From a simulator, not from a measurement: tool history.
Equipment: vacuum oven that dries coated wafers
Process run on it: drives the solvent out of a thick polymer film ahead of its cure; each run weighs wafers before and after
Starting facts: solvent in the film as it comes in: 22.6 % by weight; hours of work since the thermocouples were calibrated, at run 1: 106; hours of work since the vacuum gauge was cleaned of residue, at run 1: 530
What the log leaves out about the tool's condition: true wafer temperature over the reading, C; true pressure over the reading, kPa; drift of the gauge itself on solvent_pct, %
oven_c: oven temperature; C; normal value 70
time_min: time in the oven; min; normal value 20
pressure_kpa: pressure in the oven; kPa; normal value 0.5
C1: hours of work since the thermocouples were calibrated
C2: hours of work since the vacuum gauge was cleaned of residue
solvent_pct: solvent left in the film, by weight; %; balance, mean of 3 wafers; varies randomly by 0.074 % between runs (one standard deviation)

{"run": 1, "hour": 0.0, "oven_c": 70, "time_min": 20, "pressure_kpa": 0.5, "C1": 106, "C2": 530, "solvent_pct": 5.44}
{"run": 2, "hour": 25.9, "oven_c": 70, "time_min": 20, "pressure_kpa": 0.5, "C1": 120, "C2": 544, "solvent_pct": 5.42}
{"run": 3, "hour": 42.3, "oven_c": 62, "time_min": 20, "pressure_kpa": 0.5, "C1": 130, "C2": 553, "solvent_pct": 9.38}
{"run": 4, "hour": 68.7, "oven_c": 56, "time_min": 20, "pressure_kpa": 0.5, "C1": 144, "C2": 568, "solvent_pct": 12.21}
{"run": 5, "hour": 99.0, "oven_c": 70, "time_min": 20, "pressure_kpa": 0.398, "C1": 161, "C2": 585, "solvent_pct": 5.34}
{"run": 6, "hour": 117.0, "oven_c": 70, "time_min": 20, "pressure_kpa": 0.428, "C1": 171, "C2": 595, "solvent_pct": 5.34}
{"run": 7, "hour": 138.8, "oven_c": 70, "time_min": 20, "pressure_kpa": 0.428, "C1": 184, "C2": 607, "solvent_pct": 5.48}
{"run": 8, "hour": 151.3, "oven_c": 70, "time_min": 20, "pressure_kpa": 0.428, "C1": 191, "C2": 614, "solvent_pct": 5.43}
{"run": 9, "hour": 179.1, "oven_c": 70, "time_min": 20, "pressure_kpa": 0.428, "C1": 206, "C2": 630, "solvent_pct": 5.45}
{"run": 10, "hour": 193.6, "oven_c": 70, "time_min": 30, "pressure_kpa": 0.5, "C1": 214, "C2": 638, "solvent_pct": 3.33}
{"run": 11, "hour": 218.8, "oven_c": 70, "time_min": 30, "pressure_kpa": 0.5, "C1": 228, "C2": 652, "solvent_pct": 3.23}
{"run": 12, "hour": 248.2, "oven_c": 70, "time_min": 20, "pressure_kpa": 1.726, "C1": 245, "C2": 669, "solvent_pct": 7.03}
{"run": 13, "hour": 274.9, "oven_c": 70, "time_min": 20, "pressure_kpa": 0.5, "C1": 260, "C2": 684, "solvent_pct": 5.51}
{"run": 14, "hour": 301.9, "oven_c": 70, "time_min": 20, "pressure_kpa": 0.5, "C1": 275, "C2": 699, "solvent_pct": 5.6}
{"run": 15, "hour": 326.3, "oven_c": 70, "time_min": 20, "pressure_kpa": 0.5, "C1": 289, "C2": 712, "solvent_pct": 5.84}
{"run": 16, "hour": 343.6, "oven_c": 70, "time_min": 20, "pressure_kpa": 1.969, "C1": 298, "C2": 722, "solvent_pct": 7.23}
{"run": 17, "hour": 369.6, "oven_c": 70, "time_min": 20, "pressure_kpa": 0.5, "C1": 313, "C2": 737, "solvent_pct": 5.67}
{"run": 18, "hour": 391.7, "oven_c": 70, "time_min": 20, "pressure_kpa": 0.5, "C1": 325, "C2": 749, "solvent_pct": 5.72}
{"run": 19, "hour": 418.8, "oven_c": 63, "time_min": 20, "pressure_kpa": 0.5, "C1": 340, "C2": 764, "solvent_pct": 9.24}
{"run": 20, "hour": 441.2, "oven_c": 63, "time_min": 20, "pressure_kpa": 0.5, "C1": 353, "C2": 777, "solvent_pct": 9.17}
{"run": 21, "hour": 462.4, "oven_c": 63, "time_min": 20, "pressure_kpa": 0.5, "C1": 365, "C2": 789, "solvent_pct": 9.25}
{"run": 22, "hour": 476.1, "oven_c": 70, "time_min": 20, "pressure_kpa": 0.5, "C1": 372, "C2": 796, "solvent_pct": 5.9}
{"run": 23, "hour": 504.6, "oven_c": 70, "time_min": 20, "pressure_kpa": 0.5, "C1": 388, "C2": 812, "solvent_pct": 5.78}
{"run": 24, "hour": 524.0, "oven_c": 83, "time_min": 18, "pressure_kpa": 1.994, "C1": 399, "C2": 823, "solvent_pct": 2.77}
{"run": 25, "hour": 546.6, "oven_c": 83, "time_min": 18, "pressure_kpa": 1.994, "C1": 412, "C2": 836, "solvent_pct": 2.69}
{"run": 26, "hour": 564.4, "oven_c": 70, "time_min": 35, "pressure_kpa": 1.215, "C1": 422, "C2": 846, "solvent_pct": 3.75}
{"run": 27, "hour": 588.9, "oven_c": 70, "time_min": 35, "pressure_kpa": 1.215, "C1": 436, "C2": 859, "solvent_pct": 3.78}
{"run": 28, "hour": 616.6, "oven_c": 70, "time_min": 35, "pressure_kpa": 1.215, "C1": 451, "C2": 875, "solvent_pct": 3.69}
{"run": 29, "hour": 633.4, "oven_c": 60, "time_min": 20, "pressure_kpa": 0.846, "C1": 461, "C2": 884, "solvent_pct": 11.37}
{"run": 30, "hour": 646.4, "oven_c": 64, "time_min": 11, "pressure_kpa": 1.095, "C1": 468, "C2": 892, "solvent_pct": 12.76}
{"run": 31, "hour": 659.0, "oven_c": 58, "time_min": 20, "pressure_kpa": 0.685, "C1": 475, "C2": 899, "solvent_pct": 11.84}
{"run": 32, "hour": 682.2, "oven_c": 58, "time_min": 20, "pressure_kpa": 0.685, "C1": 488, "C2": 912, "solvent_pct": 11.96}
{"run": 33, "hour": 700.5, "oven_c": 67, "time_min": 22, "pressure_kpa": 0.666, "C1": 498, "C2": 922, "solvent_pct": 6.84}
{"run": 34, "hour": 716.7, "oven_c": 70, "time_min": 11, "pressure_kpa": 0.511, "C1": 507, "C2": 931, "solvent_pct": 9.77}
{"run": 35, "hour": 732.7, "oven_c": 70, "time_min": 32, "pressure_kpa": 0.743, "C1": 516, "C2": 940, "solvent_pct": 3.68}
{"run": 36, "hour": 747.7, "oven_c": 70, "time_min": 32, "pressure_kpa": 0.743, "C1": 525, "C2": 948, "solvent_pct": 3.67}
{"run": 37, "hour": 774.7, "oven_c": 70, "time_min": 20, "pressure_kpa": 0.787, "C1": 540, "C2": 964, "solvent_pct": 6.26}
{"run": 38, "hour": 804.0, "oven_c": 75, "time_min": 20, "pressure_kpa": 0.279, "C1": 556, "C2": 980, "solvent_pct": 3.54}
{"run": 39, "hour": 818.2, "oven_c": 70, "time_min": 20, "pressure_kpa": 0.341, "C1": 564, "C2": 988, "solvent_pct": 5.77}
{"run": 40, "hour": 848.1, "oven_c": 70, "time_min": 21, "pressure_kpa": 1.61, "C1": 581, "C2": 1005, "solvent_pct": 6.88}
{"run": 41, "hour": 872.9, "oven_c": 79, "time_min": 30, "pressure_kpa": 0.476, "C1": 595, "C2": 1019, "solvent_pct": 1.22}
{"run": 42, "hour": 891.9, "oven_c": 70, "time_min": 30, "pressure_kpa": 1.842, "C1": 605, "C2": 1029, "solvent_pct": 5.38}
{"run": 43, "hour": 908.4, "oven_c": 66, "time_min": 18, "pressure_kpa": 0.386, "C1": 615, "C2": 1038, "solvent_pct": 8.54}
{"run": 44, "hour": 933.5, "oven_c": 66, "time_min": 18, "pressure_kpa": 1.404, "C1": 629, "C2": 1053, "solvent_pct": 9.72}
{"run": 45, "hour": 949.0, "oven_c": 66, "time_min": 18, "pressure_kpa": 1.404, "C1": 637, "C2": 1061, "solvent_pct": 9.9}
{"run": 46, "hour": 978.2, "oven_c": 75, "time_min": 18, "pressure_kpa": 1.404, "C1": 654, "C2": 1077, "solvent_pct": 5.34}

Below are 3 alternative next runs, each starting from the tool's condition after run 46. Predict each:
{"run": "A", "hour": 1001.1, "oven_c": 70, "time_min": 13, "pressure_kpa": 0.5, "C1": 667, "C2": 1090, "solvent_pct": "?"}
{"run": "B", "hour": 1001.1, "oven_c": 61, "time_min": 26, "pressure_kpa": 0.311, "C1": 667, "C2": 1090, "solvent_pct": "?"}
{"run": "C", "hour": 1001.1, "oven_c": 73, "time_min": 19, "pressure_kpa": 0.282, "C1": 667, "C2": 1090, "solvent_pct": "?"}

run=A solvent_pct=8.96
run=B solvent_pct=8.72
run=C solvent_pct=4.96
The same runs, with their run-to-run variation unchanged, on a tool lacking any hidden condition would have given:
run=A solvent_pct=8.31
run=B solvent_pct=7.98
run=C solvent_pct=4.33

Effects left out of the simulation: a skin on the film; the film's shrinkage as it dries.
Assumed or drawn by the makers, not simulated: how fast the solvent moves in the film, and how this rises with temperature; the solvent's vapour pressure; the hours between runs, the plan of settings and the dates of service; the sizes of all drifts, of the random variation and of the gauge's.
